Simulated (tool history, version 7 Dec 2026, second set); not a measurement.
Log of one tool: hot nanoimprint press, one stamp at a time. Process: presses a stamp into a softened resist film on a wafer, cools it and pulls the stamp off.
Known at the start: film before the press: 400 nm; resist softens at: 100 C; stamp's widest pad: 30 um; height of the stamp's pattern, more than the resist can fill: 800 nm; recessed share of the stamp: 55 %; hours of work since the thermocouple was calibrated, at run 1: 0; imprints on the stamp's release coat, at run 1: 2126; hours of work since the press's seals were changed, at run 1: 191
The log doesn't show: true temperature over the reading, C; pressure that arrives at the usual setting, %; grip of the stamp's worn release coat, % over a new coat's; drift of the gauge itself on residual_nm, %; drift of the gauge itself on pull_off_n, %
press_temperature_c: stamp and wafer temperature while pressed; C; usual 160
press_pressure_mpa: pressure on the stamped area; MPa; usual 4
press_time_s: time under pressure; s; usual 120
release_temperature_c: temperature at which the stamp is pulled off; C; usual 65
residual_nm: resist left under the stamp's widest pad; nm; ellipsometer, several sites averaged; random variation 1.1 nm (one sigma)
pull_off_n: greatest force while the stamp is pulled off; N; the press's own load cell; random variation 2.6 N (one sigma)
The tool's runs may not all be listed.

run    day  press_temperature_c  press_pressure_mpa  press_time_s  release_temperature_c  hours of work since the thermocouple was calibrated  imprints on the stamp's release coat  hours of work since the press's seals were changed  residual_nm  pull_off_n
  1      0                  160                   4           120                     65                                                    0                                  2126                                                 191        166.7         151
  2  0.333                  160                   4           120                     65                                                    5                                  2153                                                 195        166.6         157
     0.704  -- stamp cleaned and given a new release coat
  3  0.904                  160                   4           120                     65                                                   10                                    16                                                 200        167.7         120
  4  1.304                  160                   4           120                     65                                                   16                                    49                                                 206        171.4         119
  5  1.771                  160                   4           120                     65                                                   23                                    87                                                 213        169.6         120
  6  2.279                  160                   4           120                     65                                                   30                                   128                                                 221        170.4         118
  7  2.779                  160                   4           120                     65                                                   38                                   169                                                 228        169.3         119
  8   3.35                  160                   4           120                     65                                                   46                                   216                                                 237        169.7         118
  9  3.954                  160                   4           120                     65                                                   55                                   265                                                 246          169         122
 10  4.412                  160                   4           120                     63                                                   62                                   302                                                 253        171.5         134
 11  4.821                  160                   4           120                     65                                                   68                                   335                                                 259        169.7         126
 12  5.367                  160                   4           120                     65                                                   76                                   380                                                 267        171.4         129
 13  5.729                  160                   4           120                     65                                                   82                                   409                                                 272        168.6         124
 14  6.075                  160                   4           120                     58                                                   87                                   437                                                 277        172.8         132
 15  6.621                  160                   4           120                     58                                                   95                                   482                                                 286        171.5         131
 16  7.038                  160                5.26           120                     58                                                  101                                   516                                                 292        147.8         126
 17  7.704                  169                3.92            94                     52                                                  111                                   570                                                 302        115.8         138
 18  8.067                  169                3.44           148                     70                                                  117                                   599                                                 307        104.8         123
 19  8.438                  169                3.44           148                     70                                                  122                                   630                                                 313        105.3         125
     8.596  -- plate thermocouple calibrated
 20  9.162                  151                2.85            75                     61                                                    8                                   679                                                 322          337         130
 21  9.671                  151                2.85            75                     61                                                   16                                   720                                                 329        339.9         131

Forecast run 22:
 22  9.971                  160                   4           120                     60                                                   20                                   744                                                 334            ?           ?

Run 22 gave residual_nm 174.3 nm, pull_off_n 135 N.
Without the tool's hidden state the same run would have given residual_nm 169.7 nm, pull_off_n 123 N.
